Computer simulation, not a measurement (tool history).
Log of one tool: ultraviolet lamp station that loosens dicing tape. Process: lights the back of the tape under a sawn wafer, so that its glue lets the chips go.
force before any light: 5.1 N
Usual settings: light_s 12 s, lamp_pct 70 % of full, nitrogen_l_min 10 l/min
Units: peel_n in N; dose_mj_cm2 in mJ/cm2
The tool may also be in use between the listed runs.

{"run": 1, "day": 0.0, "light_s": 12, "lamp_pct": 70, "nitrogen_l_min": 10, "peel_n": 0.782, "dose_mj_cm2": 241}
{"run": 2, "day": 2.258, "light_s": 12, "lamp_pct": 92, "nitrogen_l_min": 10, "peel_n": 0.443, "dose_mj_cm2": 319}
{"run": 3, "day": 3.904, "light_s": 12, "lamp_pct": 70, "nitrogen_l_min": 10, "peel_n": 0.776, "dose_mj_cm2": 247}
{"run": 4, "day": 5.954, "light_s": 12, "lamp_pct": 70, "nitrogen_l_min": 10, "peel_n": 0.75, "dose_mj_cm2": 244}
{"run": 5, "day": 7.454, "light_s": 12, "lamp_pct": 87, "nitrogen_l_min": 10, "peel_n": 0.512, "dose_mj_cm2": 303}
{"run": 6, "day": 9.058, "light_s": 12, "lamp_pct": 87, "nitrogen_l_min": 10, "peel_n": 0.516, "dose_mj_cm2": 306}
{"run": 7, "day": 10.671, "light_s": 14, "lamp_pct": 87, "nitrogen_l_min": 10, "peel_n": 0.358, "dose_mj_cm2": 351}
{"run": 8, "day": 12.292, "light_s": 14, "lamp_pct": 87, "nitrogen_l_min": 10, "peel_n": 0.346, "dose_mj_cm2": 353}
{"run": 9, "day": 13.562, "light_s": 12, "lamp_pct": 98, "nitrogen_l_min": 10, "peel_n": 0.397, "dose_mj_cm2": 336}
{"run": 10, "day": 15.054, "light_s": 12, "lamp_pct": 70, "nitrogen_l_min": 10, "peel_n": 0.762, "dose_mj_cm2": 246}
{"run": 11, "day": 16.254, "light_s": 12, "lamp_pct": 70, "nitrogen_l_min": 7, "peel_n": 0.969, "dose_mj_cm2": 243}
{"run": 12, "day": 18.017, "light_s": 12, "lamp_pct": 70, "nitrogen_l_min": 10, "peel_n": 0.729, "dose_mj_cm2": 241}
{"run": 13, "day": 20.042, "light_s": 12, "lamp_pct": 70, "nitrogen_l_min": 10, "peel_n": 0.786, "dose_mj_cm2": 243}
{"run": 14, "day": 21.817, "light_s": 10, "lamp_pct": 70, "nitrogen_l_min": 10, "peel_n": 1.048, "dose_mj_cm2": 202}
{"run": 15, "day": 23.462, "light_s": 10, "lamp_pct": 70, "nitrogen_l_min": 10, "peel_n": 1.04, "dose_mj_cm2": 203}
{"run": 16, "day": 24.7, "light_s": 18, "lamp_pct": 70, "nitrogen_l_min": 10, "peel_n": 0.326, "dose_mj_cm2": 365}
{"run": 17, "day": 26.471, "light_s": 18, "lamp_pct": 70, "nitrogen_l_min": 10, "peel_n": 0.331, "dose_mj_cm2": 367}
{"run": 18, "day": 28.146, "light_s": 18, "lamp_pct": 70, "nitrogen_l_min": 10, "peel_n": 0.331, "dose_mj_cm2": 365}
{"run": 19, "day": 30.308, "light_s": 18, "lamp_pct": 70, "nitrogen_l_min": 10, "peel_n": 0.339, "dose_mj_cm2": 364}
{"run": 20, "day": 32.2, "light_s": 18, "lamp_pct": 70, "nitrogen_l_min": 10, "peel_n": 0.339, "dose_mj_cm2": 356}
{"run": 21, "day": 33.571, "light_s": 18, "lamp_pct": 70, "nitrogen_l_min": 10, "peel_n": 0.327, "dose_mj_cm2": 364}
{"run": 22, "day": 35.512, "light_s": 8, "lamp_pct": 70, "nitrogen_l_min": 10, "peel_n": 1.361, "dose_mj_cm2": 159}
{"run": 23, "day": 37.562, "light_s": 9, "lamp_pct": 69, "nitrogen_l_min": 6, "peel_n": 1.553, "dose_mj_cm2": 181}
{"run": 24, "day": 39.25, "light_s": 9, "lamp_pct": 69, "nitrogen_l_min": 6, "peel_n": 1.56, "dose_mj_cm2": 180}
{"run": 25, "day": 40.362, "light_s": 9, "lamp_pct": 96, "nitrogen_l_min": 9, "peel_n": 0.755, "dose_mj_cm2": 252}
{"run": 26, "day": 42.7, "light_s": 10, "lamp_pct": 70, "nitrogen_l_min": 10, "peel_n": 0.999, "dose_mj_cm2": 206}
{"run": 27, "day": 44.079, "light_s": 10, "lamp_pct": 70, "nitrogen_l_min": 10, "peel_n": 1.064, "dose_mj_cm2": 202}
{"run": 28, "day": 46.367, "light_s": 12, "lamp_pct": 70, "nitrogen_l_min": 9, "peel_n": 0.816, "dose_mj_cm2": 239}
{"run": 29, "day": 48.421, "light_s": 14, "lamp_pct": 70, "nitrogen_l_min": 10, "peel_n": 0.551, "dose_mj_cm2": 285}
{"run": 30, "day": 50.358, "light_s": 14, "lamp_pct": 70, "nitrogen_l_min": 10, "peel_n": 0.578, "dose_mj_cm2": 281}
{"run": 31, "day": 51.921, "light_s": 9, "lamp_pct": 81, "nitrogen_l_min": 15, "peel_n": 0.763, "dose_mj_cm2": 210}
{"run": 32, "day": 54.254, "light_s": 9, "lamp_pct": 81, "nitrogen_l_min": 14, "peel_n": 0.833, "dose_mj_cm2": 210}
{"run": 33, "day": 56.112, "light_s": 15, "lamp_pct": 80, "nitrogen_l_min": 19, "peel_n": 0.241, "dose_mj_cm2": 341}
{"run": 34, "day": 58.058, "light_s": 17, "lamp_pct": 84, "nitrogen_l_min": 15, "peel_n": 0.192, "dose_mj_cm2": 416}
{"run": 35, "day": 59.825, "light_s": 12, "lamp_pct": 70, "nitrogen_l_min": 8, "peel_n": 0.864, "dose_mj_cm2": 241}
{"run": 36, "day": 61.258, "light_s": 12, "lamp_pct": 70, "nitrogen_l_min": 8, "peel_n": 0.836, "dose_mj_cm2": 248}
{"run": 37, "day": 63.075, "light_s": 10, "lamp_pct": 85, "nitrogen_l_min": 7, "peel_n": 0.886, "dose_mj_cm2": 243}
{"run": 38, "day": 65.442, "light_s": 10, "lamp_pct": 85, "nitrogen_l_min": 7, "peel_n": 0.904, "dose_mj_cm2": 247}
{"run": 39, "day": 67.404, "light_s": 8, "lamp_pct": 93, "nitrogen_l_min": 10, "peel_n": 0.921, "dose_mj_cm2": 216}
{"run": 40, "day": 68.592, "light_s": 7, "lamp_pct": 69, "nitrogen_l_min": 10, "peel_n": 1.64, "dose_mj_cm2": 140}
{"run": 41, "day": 70.592, "light_s": 7, "lamp_pct": 95, "nitrogen_l_min": 4, "peel_n": 1.711, "dose_mj_cm2": 195}
{"run": 42, "day": 71.771, "light_s": 13, "lamp_pct": 95, "nitrogen_l_min": 5, "peel_n": 0.551, "dose_mj_cm2": 354}
{"run": 43, "day": 73.567, "light_s": 16, "lamp_pct": 70, "nitrogen_l_min": 3, "peel_n": 0.975, "dose_mj_cm2": 325}

Taken out of this log: 3 entries between the listed runs. Where each belongs, and how the hidden state differs across it:
Between runs 2 and 3: window cleaned of glue's vapour (day 3.329)
  light that the window lets through, % of a clean one's: 99.9 -> 100
Between runs 20 and 21: window cleaned of glue's vapour (day 33.342)
  light that the window lets through, % of a clean one's: 99.9 -> 100
Between runs 37 and 38: window cleaned of glue's vapour (day 63.288)
  light that the window lets through, % of a clean one's: 99.9 -> 100

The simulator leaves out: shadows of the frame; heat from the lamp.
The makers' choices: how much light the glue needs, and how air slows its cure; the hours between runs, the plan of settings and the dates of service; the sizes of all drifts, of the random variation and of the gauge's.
